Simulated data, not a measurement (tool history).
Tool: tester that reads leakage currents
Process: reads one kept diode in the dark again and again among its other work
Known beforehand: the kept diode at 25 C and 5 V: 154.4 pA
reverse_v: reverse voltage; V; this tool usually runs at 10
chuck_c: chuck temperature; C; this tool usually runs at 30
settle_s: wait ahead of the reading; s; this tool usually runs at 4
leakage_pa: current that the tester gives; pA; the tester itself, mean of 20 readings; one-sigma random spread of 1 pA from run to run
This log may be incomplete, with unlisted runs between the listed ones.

| run | hour | reverse_v | chuck_c | settle_s | leakage_pa |
|---|---|---|---|---|---|
| 1 | 0 | 10 | 30 | 4 | 343.2 |
| 2 | 27.3 | 10 | 30 | 4 | 344.39 |
| 3 | 45.5 | 10 | 30 | 4 | 341.99 |
| 4 | 64.2 | 10 | 30 | 4 | 345.53 |
| 5 | 86.1 | 10 | 30 | 4 | 344.78 |
| 6 | 116.9 | 10 | 30 | 4 | 345.86 |
| 7 | 138.1 | 10 | 30 | 4 | 345.2 |
| 8 | 159.8 | 10 | 30 | 4 | 344.34 |
|  | 175.3 | probe card cleaned and baked |
| 9 | 186.9 | 10 | 30 | 4 | 343.86 |
| 10 | 211.5 | 10 | 30 | 4 | 344.04 |
| 11 | 235.1 | 10 | 30 | 4 | 345.6 |
| 12 | 251.7 | 10 | 30 | 4 | 343.6 |
| 13 | 269.3 | 10 | 30 | 4 | 343.9 |
| 14 | 293 | 10 | 30 | 4 | 344.9 |
| 15 | 312.1 | 10 | 30 | 4 | 345.74 |
| 16 | 337.1 | 10 | 30 | 4 | 344.88 |
| 17 | 367.2 | 10 | 30 | 4 | 342.28 |
| 18 | 380.9 | 10 | 30 | 1.02 | 345.88 |
| 19 | 403 | 10 | 30 | 1.02 | 345.74 |
| 20 | 433.9 | 10 | 30 | 1.02 | 343.83 |
| 21 | 450.4 | 10.3 | 52 | 8.58 | 2096.98 |
| 22 | 463.7 | 10 | 47 | 5.18 | 1404.57 |
| 23 | 495.1 | 13.2 | 47 | 5.18 | 1618.48 |
| 24 | 512.4 | 10 | 29 | 4 | 315.63 |
| 25 | 531.8 | 2.7 | 41 | 2.27 | 441.98 |
| 26 | 553.8 | 2.7 | 55 | 8.73 | 1313.72 |
| 27 | 570 | 10 | 30 | 3.28 | 344.23 |
| 28 | 594.8 | 3.8 | 44 | 2.5 | 670 |
| 29 | 625.9 | 3.2 | 40 | 1.71 | 443 |
| 30 | 642.3 | 3.2 | 40 | 1.71 | 443.09 |
| 31 | 670.2 | 3.2 | 40 | 3.31 | 443.59 |
| 32 | 697.6 | 2.4 | 40 | 3.31 | 387.11 |
| 33 | 717.8 | 2.4 | 40 | 3.31 | 385.32 |
| 34 | 737.8 | 7.7 | 31 | 0.65 | 328.82 |
| 35 | 759.5 | 6.6 | 53 | 7.84 | 1804.69 |
| 36 | 776.1 | 3.4 | 53 | 3.67 | 1277.45 |
|  | 794.4 | chuck's temperature calibrated |
| 37 | 804.1 | 3.4 | 53 | 3.67 | 1267.36 |
| 38 | 819.3 | 3.4 | 59 | 4.85 | 1979.06 |
| 39 | 836.4 | 3.4 | 59 | 1.79 | 1989.34 |

5 options for the next run, each taken on its own from the tool as it stands now. Forecast them:
| A | 855 | 1.1 | 59 | 1.79 | ? |
| B | 855 | 10.1 | 59 | 4.34 | ? |
| C | 855 | 10 | 45 | 4.68 | ? |
| D | 855 | 12.7 | 30 | 4 | ? |
| E | 855 | 1.5 | 52 | 0.53 | ? |

| run | leakage_pa |
|---|---|
| A | 1110.54 |
| B | 3470.56 |
| C | 1190.91 |
| D | 388.87 |
| E | 778.23 |
Without the tool's unlogged condition, the same runs would have read:
| run | leakage_pa |
|---|---|
| A | 1110.52 |
| B | 3470.48 |
| C | 1190.85 |
| D | 388.81 |
| E | 778.21 |

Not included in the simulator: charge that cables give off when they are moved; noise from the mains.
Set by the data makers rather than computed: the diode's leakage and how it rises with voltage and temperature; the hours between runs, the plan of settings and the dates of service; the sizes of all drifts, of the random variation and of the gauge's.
